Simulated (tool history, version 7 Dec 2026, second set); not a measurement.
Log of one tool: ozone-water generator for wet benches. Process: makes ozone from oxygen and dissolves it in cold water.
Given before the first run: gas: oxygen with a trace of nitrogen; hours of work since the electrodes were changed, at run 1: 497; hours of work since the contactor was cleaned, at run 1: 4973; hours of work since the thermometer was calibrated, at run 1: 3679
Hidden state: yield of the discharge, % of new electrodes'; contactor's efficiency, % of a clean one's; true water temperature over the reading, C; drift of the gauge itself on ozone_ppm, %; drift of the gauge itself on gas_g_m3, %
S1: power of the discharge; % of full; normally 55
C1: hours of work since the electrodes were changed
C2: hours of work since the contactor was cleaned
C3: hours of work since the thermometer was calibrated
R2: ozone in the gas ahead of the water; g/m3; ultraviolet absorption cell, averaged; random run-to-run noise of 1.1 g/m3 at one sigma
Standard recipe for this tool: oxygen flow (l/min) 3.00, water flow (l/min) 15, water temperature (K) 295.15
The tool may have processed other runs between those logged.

{"run": 1, "day": 0.0, "S1": 55, "oxygen flow (l/min)": 3.0, "water flow (l/min)": 15, "water temperature (K)": 295.15, "C1": 497, "C2": 4973, "C3": 3679, "dissolved ozone (ppm)": 14.9, "R2": 196.6}
{"run": 2, "day": 2.55, "S1": 55, "oxygen flow (l/min)": 3.0, "water flow (l/min)": 15, "water temperature (K)": 289.15, "C1": 557, "C2": 5032, "C3": 3739, "dissolved ozone (ppm)": 16.2, "R2": 194.3}
{"run": 3, "day": 6.1, "S1": 55, "oxygen flow (l/min)": 4.1, "water flow (l/min)": 15, "water temperature (K)": 295.15, "C1": 640, "C2": 5115, "C3": 3822, "dissolved ozone (ppm)": 14.7, "R2": 160.5}
{"run": 4, "day": 8.95, "S1": 55, "oxygen flow (l/min)": 4.1, "water flow (l/min)": 15, "water temperature (K)": 289.15, "C1": 707, "C2": 5182, "C3": 3889, "dissolved ozone (ppm)": 15.9, "R2": 162.3}
{"run": 5, "day": 12.317, "S1": 55, "oxygen flow (l/min)": 3.0, "water flow (l/min)": 15, "water temperature (K)": 295.15, "C1": 786, "C2": 5261, "C3": 3967, "dissolved ozone (ppm)": 14.9, "R2": 195.7}
{"run": 6, "day": 14.538, "S1": 55, "oxygen flow (l/min)": 3.0, "water flow (l/min)": 15, "water temperature (K)": 295.15, "C1": 838, "C2": 5313, "C3": 4019, "dissolved ozone (ppm)": 14.9, "R2": 195.0}
{"run": 7, "day": 18.262, "S1": 55, "oxygen flow (l/min)": 2.53, "water flow (l/min)": 15, "water temperature (K)": 295.15, "C1": 925, "C2": 5400, "C3": 4107, "dissolved ozone (ppm)": 14.6, "R2": 216.4}
{"run": 8, "day": 21.221, "S1": 55, "oxygen flow (l/min)": 2.53, "water flow (l/min)": 15, "water temperature (K)": 288.15, "C1": 994, "C2": 5469, "C3": 4176, "dissolved ozone (ppm)": 16.0, "R2": 216.3}
{"run": 9, "day": 24.792, "S1": 55, "oxygen flow (l/min)": 2.53, "water flow (l/min)": 14, "water temperature (K)": 288.15, "C1": 1078, "C2": 5553, "C3": 4259, "dissolved ozone (ppm)": 17.4, "R2": 215.5}
{"run": 10, "day": 27.662, "S1": 55, "oxygen flow (l/min)": 2.53, "water flow (l/min)": 14, "water temperature (K)": 288.15, "C1": 1145, "C2": 5620, "C3": 4327, "dissolved ozone (ppm)": 17.2, "R2": 213.5}
{"run": 11, "day": 31.362, "S1": 55, "oxygen flow (l/min)": 2.53, "water flow (l/min)": 13, "water temperature (K)": 288.15, "C1": 1231, "C2": 5707, "C3": 4413, "dissolved ozone (ppm)": 18.7, "R2": 213.7}
{"run": 12, "day": 34.033, "S1": 55, "oxygen flow (l/min)": 2.53, "water flow (l/min)": 13, "water temperature (K)": 288.15, "C1": 1294, "C2": 5769, "C3": 4476, "dissolved ozone (ppm)": 18.5, "R2": 215.1}
{"run": 13, "day": 35.883, "S1": 91, "oxygen flow (l/min)": 1.67, "water flow (l/min)": 12, "water temperature (K)": 296.15, "C1": 1337, "C2": 5812, "C3": 4519, "dissolved ozone (ppm)": 28.1, "R2": 424.8}
{"run": 14, "day": 39.15, "S1": 91, "oxygen flow (l/min)": 1.67, "water flow (l/min)": 12, "water temperature (K)": 296.15, "C1": 1414, "C2": 5889, "C3": 4596, "dissolved ozone (ppm)": 27.6, "R2": 428.9}
{"run": 15, "day": 41.054, "S1": 91, "oxygen flow (l/min)": 1.67, "water flow (l/min)": 11, "water temperature (K)": 296.15, "C1": 1458, "C2": 5933, "C3": 4640, "dissolved ozone (ppm)": 30.3, "R2": 425.7}
{"run": 16, "day": 43.596, "S1": 55, "oxygen flow (l/min)": 2.14, "water flow (l/min)": 23, "water temperature (K)": 295.15, "C1": 1518, "C2": 5993, "C3": 4700, "dissolved ozone (ppm)": 9.0, "R2": 237.2}
{"run": 17, "day": 46.988, "S1": 55, "oxygen flow (l/min)": 3.0, "water flow (l/min)": 14, "water temperature (K)": 288.15, "C1": 1597, "C2": 6072, "C3": 4779, "dissolved ozone (ppm)": 17.1, "R2": 193.9}
{"run": 18, "day": 49.858, "S1": 55, "oxygen flow (l/min)": 3.0, "water flow (l/min)": 15, "water temperature (K)": 288.15, "C1": 1664, "C2": 6140, "C3": 4846, "dissolved ozone (ppm)": 16.1, "R2": 196.1}
{"run": 19, "day": 52.946, "S1": 55, "oxygen flow (l/min)": 3.0, "water flow (l/min)": 15, "water temperature (K)": 288.15, "C1": 1737, "C2": 6212, "C3": 4918, "dissolved ozone (ppm)": 16.0, "R2": 192.1}
{"day": 55.15, "done": "water thermometer calibrated"}
{"run": 20, "day": 56.8, "S1": 55, "oxygen flow (l/min)": 3.0, "water flow (l/min)": 15, "water temperature (K)": 288.15, "C1": 1826, "C2": 6302, "C3": 39, "dissolved ozone (ppm)": 16.0, "R2": 190.8}
{"run": 21, "day": 59.688, "S1": 41, "oxygen flow (l/min)": 3.0, "water flow (l/min)": 17, "water temperature (K)": 288.15, "C1": 1894, "C2": 6369, "C3": 106, "dissolved ozone (ppm)": 10.9, "R2": 149.1}
{"run": 22, "day": 62.833, "S1": 41, "oxygen flow (l/min)": 3.0, "water flow (l/min)": 17, "water temperature (K)": 288.15, "C1": 1967, "C2": 6443, "C3": 180, "dissolved ozone (ppm)": 10.7, "R2": 149.6}

Each row is a separate what-if for the run after 22, all from the same tool condition, not one after another. Results?
{"run": "A", "day": 66.279, "S1": 55, "oxygen flow (l/min)": 4.2, "water flow (l/min)": 10, "water temperature (K)": 299.15, "C1": 2048, "C2": 6523, "C3": 260, "dissolved ozone (ppm)": "?", "R2": "?"}
{"run": "B", "day": 66.279, "S1": 55, "oxygen flow (l/min)": 4.41, "water flow (l/min)": 15, "water temperature (K)": 295.15, "C1": 2048, "C2": 6523, "C3": 260, "dissolved ozone (ppm)": "?", "R2": "?"}
{"run": "C", "day": 66.279, "S1": 41, "oxygen flow (l/min)": 3.25, "water flow (l/min)": 17, "water temperature (K)": 288.15, "C1": 2048, "C2": 6523, "C3": 260, "dissolved ozone (ppm)": "?", "R2": "?"}
{"run": "D", "day": 66.279, "S1": 41, "oxygen flow (l/min)": 4.37, "water flow (l/min)": 17, "water temperature (K)": 288.15, "C1": 2048, "C2": 6523, "C3": 260, "dissolved ozone (ppm)": "?", "R2": "?"}
{"run": "E", "day": 66.279, "S1": 58, "oxygen flow (l/min)": 3.0, "water flow (l/min)": 17, "water temperature (K)": 288.15, "C1": 2048, "C2": 6523, "C3": 260, "dissolved ozone (ppm)": "?", "R2": "?"}

run=A dissolved_ozone_(ppm)=18.2 R2=156.6
run=B dissolved_ozone_(ppm)=14.2 R2=153.6
run=C dissolved_ozone_(ppm)=10.8 R2=142.4
run=D dissolved_ozone_(ppm)=10.9 R2=118.4
run=E dissolved_ozone_(ppm)=14.4 R2=201.7
Stripped of hidden state, with their random variation kept, the same runs would have yielded:
run=A dissolved_ozone_(ppm)=19.7 R2=160.5
run=B dissolved_ozone_(ppm)=15.6 R2=157.4
run=C dissolved_ozone_(ppm)=11.9 R2=144.7
run=D dissolved_ozone_(ppm)=11.9 R2=120.4
run=E dissolved_ozone_(ppm)=16.0 R2=207.0
